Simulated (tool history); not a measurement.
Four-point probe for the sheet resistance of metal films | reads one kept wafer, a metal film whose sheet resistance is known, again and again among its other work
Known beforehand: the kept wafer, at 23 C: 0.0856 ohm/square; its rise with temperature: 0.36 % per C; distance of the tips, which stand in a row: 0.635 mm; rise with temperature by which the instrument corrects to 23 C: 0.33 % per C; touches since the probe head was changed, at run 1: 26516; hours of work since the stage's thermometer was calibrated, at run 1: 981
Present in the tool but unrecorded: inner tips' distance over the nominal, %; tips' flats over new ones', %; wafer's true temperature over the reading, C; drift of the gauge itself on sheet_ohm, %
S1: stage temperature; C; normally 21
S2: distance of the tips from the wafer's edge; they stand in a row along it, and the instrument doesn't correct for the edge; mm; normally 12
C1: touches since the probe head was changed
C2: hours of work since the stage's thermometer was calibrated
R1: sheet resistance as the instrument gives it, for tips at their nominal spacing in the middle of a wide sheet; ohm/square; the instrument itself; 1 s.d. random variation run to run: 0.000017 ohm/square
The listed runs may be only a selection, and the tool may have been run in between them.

run	day	S1	S2	C1	C2	R1
1	0.000	21	12	26516	981	0.085990
2	2.338	21	12	29796	1025	0.085944
3	4.983	21	12	33514	1075	0.085911
4	8.350	21	31	38238	1138	0.085772
5	11.646	21	31	42870	1199	0.085745
6	14.742	21	31	47212	1257	0.085699
7	18.512	21	31	52510	1328	0.085695
8	20.733	19	12	55628	1369	0.085724
9	24.479	19	12	60883	1439	0.085695
10	28.062	21	3	65917	1506	0.087640
11	30.692	19	12	69606	1555	0.085648
12	33.233	20	12	73178	1603	0.085646
13	35.496	19	12	76355	1645	0.085594
14	38.971	21	12	81232	1710	0.085648
15	42.712	21	23	86488	1780	0.085504
16	44.421	21	23	88886	1812	0.085520
17	46.142	21	10	91298	1844	0.085633
18	49.867	21	10	96531	1914	0.085569
19	52.496	21	10	100224	1963	0.085543
20	54.312	21	8	102773	1997	0.085644
21	56.654	21	8	106061	2041	0.085641
# day 57.546: stage's thermometer calibrated
22	60.454	25	12	111365	54	0.085656
23	64.050	25	12	116415	122	0.085561
24	67.038	33	51	120609	177	0.085652
25	70.204	22	12	125058	237	0.085451
26	72.038	25	12	127628	271	0.085539
27	74.021	27	20	130413	308	0.085499
28	77.429	22	22	135200	372	0.085305
# day 78.762: stage's thermometer calibrated, once more
29	79.579	23	8	138188	15	0.085399
30	82.992	23	8	142980	79	0.085406
31	85.933	23	8	147112	134	0.085322
32	87.942	21	8	149931	172	0.085254
33	89.908	21	17	152691	208	0.085001
34	92.229	19	5	155950	252	0.085638
35	95.996	20	20	161241	322	0.084916
36	98.667	20	12	164990	372	0.084946
37	100.288	20	7	167265	403	0.085197
38	101.921	21	14	169559	433	0.084945
39	104.625	31	20	173356	484	0.085153
40	106.254	31	4	175646	514	0.086250
# day 107.421: new probe head fitted
41	109.775	29	12	3304	579	0.086140
42	111.954	23	18	6367	620	0.085844

Consider 3 possible next runs. They are alternatives, not a sequence: every one starts from the tool as it was left by run 42. What does each give?
A	113.796	27	26	8951	654	?
B	113.796	21	6	8951	654	?
C	113.796	31	18	8951	654	?

run	R1
A	0.085938
B	0.086222
C	0.086103
Without the tool's unlogged condition, the same runs would have read:
run	R1
A	0.085755
B	0.086038
C	0.085920
